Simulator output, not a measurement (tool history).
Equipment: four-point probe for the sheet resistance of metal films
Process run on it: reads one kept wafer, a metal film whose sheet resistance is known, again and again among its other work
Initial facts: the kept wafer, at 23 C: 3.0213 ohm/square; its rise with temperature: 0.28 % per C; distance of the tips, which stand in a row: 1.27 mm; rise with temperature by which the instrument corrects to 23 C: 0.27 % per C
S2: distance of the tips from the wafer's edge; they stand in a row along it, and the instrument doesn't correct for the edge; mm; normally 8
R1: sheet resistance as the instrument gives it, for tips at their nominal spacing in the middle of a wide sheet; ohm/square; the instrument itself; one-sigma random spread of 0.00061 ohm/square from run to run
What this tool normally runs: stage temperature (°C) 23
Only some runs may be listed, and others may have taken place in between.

{"run": 1, "day": 0.0, "stage temperature (°C)": 23, "S2": 8, "R1": 3.044973}
{"run": 2, "day": 3.154, "stage temperature (°C)": 23, "S2": 8, "R1": 3.043938}
{"run": 3, "day": 7.412, "stage temperature (°C)": 23, "S2": 8, "R1": 3.040816}
{"run": 4, "day": 10.4, "stage temperature (°C)": 23, "S2": 8, "R1": 3.040613}
{"run": 5, "day": 13.446, "stage temperature (°C)": 23, "S2": 8, "R1": 3.039802}
{"day": 14.204, "done": "stage's thermometer calibrated"}
{"run": 6, "day": 17.75, "stage temperature (°C)": 23, "S2": 8, "R1": 3.039908}
{"day": 22.004, "done": "stage's thermometer calibrated, once more"}
{"run": 7, "day": 22.688, "stage temperature (°C)": 23, "S2": 8, "R1": 3.032022}
{"run": 8, "day": 25.704, "stage temperature (°C)": 27, "S2": 8, "R1": 3.033127}
{"run": 9, "day": 28.033, "stage temperature (°C)": 23, "S2": 8, "R1": 3.029645}
{"run": 10, "day": 32.1, "stage temperature (°C)": 23, "S2": 8, "R1": 3.028951}
{"run": 11, "day": 35.354, "stage temperature (°C)": 23, "S2": 8, "R1": 3.027192}
{"run": 12, "day": 38.254, "stage temperature (°C)": 23, "S2": 8, "R1": 3.027014}
{"day": 40.033, "done": "new probe head fitted"}
{"run": 13, "day": 41.404, "stage temperature (°C)": 23, "S2": 8, "R1": 3.062601}
{"run": 14, "day": 44.075, "stage temperature (°C)": 23, "S2": 8, "R1": 3.061003}
{"run": 15, "day": 48.683, "stage temperature (°C)": 23, "S2": 8, "R1": 3.058634}
{"run": 16, "day": 53.654, "stage temperature (°C)": 23, "S2": 8, "R1": 3.05763}
{"run": 17, "day": 57.008, "stage temperature (°C)": 23, "S2": 8, "R1": 3.055853}
{"run": 18, "day": 60.017, "stage temperature (°C)": 23, "S2": 46, "R1": 3.015554}
{"run": 19, "day": 63.508, "stage temperature (°C)": 23, "S2": 8, "R1": 3.053699}
{"run": 20, "day": 66.808, "stage temperature (°C)": 23, "S2": 8, "R1": 3.052866}
{"run": 21, "day": 69.821, "stage temperature (°C)": 24, "S2": 23, "R1": 3.016463}

Forecast run 22:
{"run": 22, "day": 74.8, "stage temperature (°C)": 24, "S2": 23, "R1": "?"}

Run 22 yielded R1 3.014097 ohm/square.
If the tool had no hidden condition, the same run with the same run-to-run variation would have returned R1 3.026429 ohm/square.
